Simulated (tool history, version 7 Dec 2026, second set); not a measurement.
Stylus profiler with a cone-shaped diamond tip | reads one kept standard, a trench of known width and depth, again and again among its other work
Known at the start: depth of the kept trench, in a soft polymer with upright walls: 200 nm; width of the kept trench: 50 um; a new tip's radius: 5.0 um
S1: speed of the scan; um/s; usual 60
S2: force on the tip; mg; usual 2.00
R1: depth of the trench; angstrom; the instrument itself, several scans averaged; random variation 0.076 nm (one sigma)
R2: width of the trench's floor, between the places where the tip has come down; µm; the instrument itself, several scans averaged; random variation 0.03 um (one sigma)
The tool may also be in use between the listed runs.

run 1 hour=0.0 | S1=60 S2=2.00 | R1=2007.3 R2=46.83
run 2 hour=15.4 | S1=60 S2=2.00 | R1=2005.6 R2=46.73
run 3 hour=42.1 | S1=60 S2=2.00 | R1=2006.1 R2=46.83
run 4 hour=69.6 | S1=60 S2=2.00 | R1=2006.6 R2=46.79
run 5 hour=98.1 | S1=60 S2=2.00 | R1=2006.1 R2=46.81
run 6 hour=114.3 | S1=60 S2=2.00 | R1=2006.8 R2=46.76
run 7 hour=129.5 | S1=60 S2=5.66 | R1=2017.1 R2=46.84
run 8 hour=152.0 | S1=60 S2=2.00 | R1=2007.4 R2=46.73
run 9 hour=176.0 | S1=60 S2=2.00 | R1=2006.1 R2=46.78
run 10 hour=193.8 | S1=20 S2=2.00 | R1=2007.5 R2=46.87
run 11 hour=221.3 | S1=60 S2=2.00 | R1=2005.6 R2=46.77
run 12 hour=243.2 | S1=60 S2=2.00 | R1=2005.6 R2=46.75
run 13 hour=274.4 | S1=60 S2=2.00 | R1=2006.9 R2=46.77
run 14 hour=305.9 | S1=60 S2=1.46 | R1=2005.3 R2=46.60
run 15 hour=330.5 | S1=60 S2=1.46 | R1=2005.0 R2=46.70
run 16 hour=353.1 | S1=60 S2=2.00 | R1=2006.1 R2=46.74
-- hour=355.1 height scale calibrated on a step standard
run 17 hour=370.9 | S1=58 S2=2.00 | R1=2003.7 R2=46.71
run 18 hour=392.2 | S1=58 S2=5.73 | R1=2015.7 R2=46.76
run 19 hour=405.6 | S1=58 S2=5.73 | R1=2013.9 R2=46.74
run 20 hour=421.6 | S1=58 S2=5.73 | R1=2015.2 R2=46.75
run 21 hour=453.2 | S1=58 S2=5.73 | R1=2014.5 R2=46.75
run 22 hour=474.1 | S1=58 S2=5.73 | R1=2014.8 R2=46.76
run 23 hour=494.3 | S1=60 S2=2.00 | R1=2003.6 R2=46.68
run 24 hour=514.7 | S1=60 S2=2.00 | R1=2002.8 R2=46.70
-- hour=521.9 height scale calibrated on a step standard, once more
run 25 hour=541.3 | S1=60 S2=2.00 | R1=2010.6 R2=46.78
run 26 hour=572.7 | S1=60 S2=2.00 | R1=2009.8 R2=46.68
run 27 hour=598.5 | S1=138 S2=0.85 | R1=2006.4 R2=46.33
run 28 hour=625.7 | S1=138 S2=0.85 | R1=2006.3 R2=46.33
run 29 hour=641.0 | S1=138 S2=0.85 | R1=2006.6 R2=46.34
run 30 hour=672.3 | S1=53 S2=0.89 | R1=2005.6 R2=46.64
run 31 hour=698.9 | S1=81 S2=0.79 | R1=2004.6 R2=46.47
run 32 hour=723.5 | S1=59 S2=1.72 | R1=2008.8 R2=46.60
run 33 hour=737.7 | S1=59 S2=1.72 | R1=2009.0 R2=46.62
run 34 hour=757.2 | S1=195 S2=2.43 | R1=2011.7 R2=46.39
run 35 hour=782.6 | S1=184 S2=3.04 | R1=2012.1 R2=46.46
run 36 hour=799.3 | S1=184 S2=3.04 | R1=2013.1 R2=46.45
run 37 hour=826.0 | S1=184 S2=3.04 | R1=2011.7 R2=46.42
run 38 hour=848.3 | S1=184 S2=3.04 | R1=2013.8 R2=46.46
run 39 hour=866.4 | S1=35 S2=0.97 | R1=2005.5 R2=46.66
run 40 hour=883.1 | S1=39 S2=2.86 | R1=2012.7 R2=46.65
run 41 hour=897.0 | S1=60 S2=0.71 | R1=2004.1 R2=46.47
run 42 hour=924.4 | S1=60 S2=0.71 | R1=2003.9 R2=46.49
run 43 hour=945.8 | S1=61 S2=0.77 | R1=2004.9 R2=46.53
run 44 hour=974.7 | S1=60 S2=1.27 | R1=2005.9 R2=46.58

Run 45 comes next. What will it give?
run 45 hour=1004.6 | S1=55 S2=3.71 | R1=? R2=?

Run 45 gave R1 2013.8 angstrom, R2 46.71 µm.
Without the tool's hidden state the same run would have given R1 2015.4 angstrom, R2 47.18 µm.
